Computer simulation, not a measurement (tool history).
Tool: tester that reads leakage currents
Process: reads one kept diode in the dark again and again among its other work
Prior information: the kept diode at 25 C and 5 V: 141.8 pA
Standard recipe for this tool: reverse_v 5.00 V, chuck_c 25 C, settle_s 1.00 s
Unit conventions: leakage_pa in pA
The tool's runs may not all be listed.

run 1 hour=0.0 | reverse_v=5.00 chuck_c=25 settle_s=1.00 | leakage_pa=143.61
run 2 hour=20.8 | reverse_v=5.00 chuck_c=25 settle_s=1.00 | leakage_pa=143.32
run 3 hour=57.4 | reverse_v=5.00 chuck_c=25 settle_s=1.00 | leakage_pa=143.63
run 4 hour=83.0 | reverse_v=5.00 chuck_c=25 settle_s=1.00 | leakage_pa=144.04
run 5 hour=110.6 | reverse_v=5.00 chuck_c=25 settle_s=1.00 | leakage_pa=143.67
run 6 hour=132.4 | reverse_v=5.00 chuck_c=25 settle_s=1.00 | leakage_pa=143.36
run 7 hour=167.5 | reverse_v=5.00 chuck_c=25 settle_s=1.00 | leakage_pa=143.65
run 8 hour=202.1 | reverse_v=5.00 chuck_c=25 settle_s=1.00 | leakage_pa=143.42
run 9 hour=234.0 | reverse_v=5.00 chuck_c=25 settle_s=1.00 | leakage_pa=143.76
run 10 hour=263.9 | reverse_v=5.00 chuck_c=25 settle_s=1.00 | leakage_pa=143.39
run 11 hour=285.6 | reverse_v=5.00 chuck_c=25 settle_s=1.00 | leakage_pa=143.24
run 12 hour=312.7 | reverse_v=5.00 chuck_c=25 settle_s=1.00 | leakage_pa=143.66
run 13 hour=348.5 | reverse_v=5.00 chuck_c=25 settle_s=0.43 | leakage_pa=144.55
run 14 hour=367.1 | reverse_v=5.00 chuck_c=25 settle_s=1.91 | leakage_pa=142.81
run 15 hour=399.0 | reverse_v=5.00 chuck_c=25 settle_s=1.91 | leakage_pa=142.78
run 16 hour=423.0 | reverse_v=5.00 chuck_c=25 settle_s=1.91 | leakage_pa=143.32
run 17 hour=452.3 | reverse_v=5.00 chuck_c=25 settle_s=0.61 | leakage_pa=143.53
run 18 hour=481.3 | reverse_v=5.00 chuck_c=25 settle_s=0.61 | leakage_pa=144.40
run 19 hour=507.4 | reverse_v=9.37 chuck_c=53 settle_s=4.88 | leakage_pa=1314.62
run 20 hour=533.9 | reverse_v=17.37 chuck_c=25 settle_s=1.00 | leakage_pa=252.48
run 21 hour=566.2 | reverse_v=17.37 chuck_c=48 settle_s=1.00 | leakage_pa=1264.81
run 22 hour=582.3 | reverse_v=17.37 chuck_c=48 settle_s=1.00 | leakage_pa=1267.56
run 23 hour=598.2 | reverse_v=3.62 chuck_c=46 settle_s=1.44 | leakage_pa=550.06
run 24 hour=628.8 | reverse_v=3.62 chuck_c=46 settle_s=1.44 | leakage_pa=552.66
run 25 hour=650.7 | reverse_v=8.71 chuck_c=22 settle_s=0.38 | leakage_pa=151.51
run 26 hour=668.2 | reverse_v=10.63 chuck_c=34 settle_s=5.07 | leakage_pa=387.75
run 27 hour=688.1 | reverse_v=10.63 chuck_c=22 settle_s=5.06 | leakage_pa=159.35

Each row is a separate what-if for the run after 27, all from the same tool condition, not one after another. Results?
run A hour=708.9 | reverse_v=10.63 chuck_c=29 settle_s=4.14 | leakage_pa=?
run B hour=708.9 | reverse_v=5.00 chuck_c=25 settle_s=8.35 | leakage_pa=?
run C hour=708.9 | reverse_v=5.00 chuck_c=25 settle_s=4.63 | leakage_pa=?
run D hour=708.9 | reverse_v=5.00 chuck_c=21 settle_s=2.89 | leakage_pa=?

run=A leakage_pa=267.76
run=B leakage_pa=142.03
run=C leakage_pa=141.27
run=D leakage_pa=104.78
Stripped of hidden state, with their random variation kept, the same runs would have yielded:
run=A leakage_pa=267.86
run=B leakage_pa=142.09
run=C leakage_pa=141.33
run=D leakage_pa=104.81
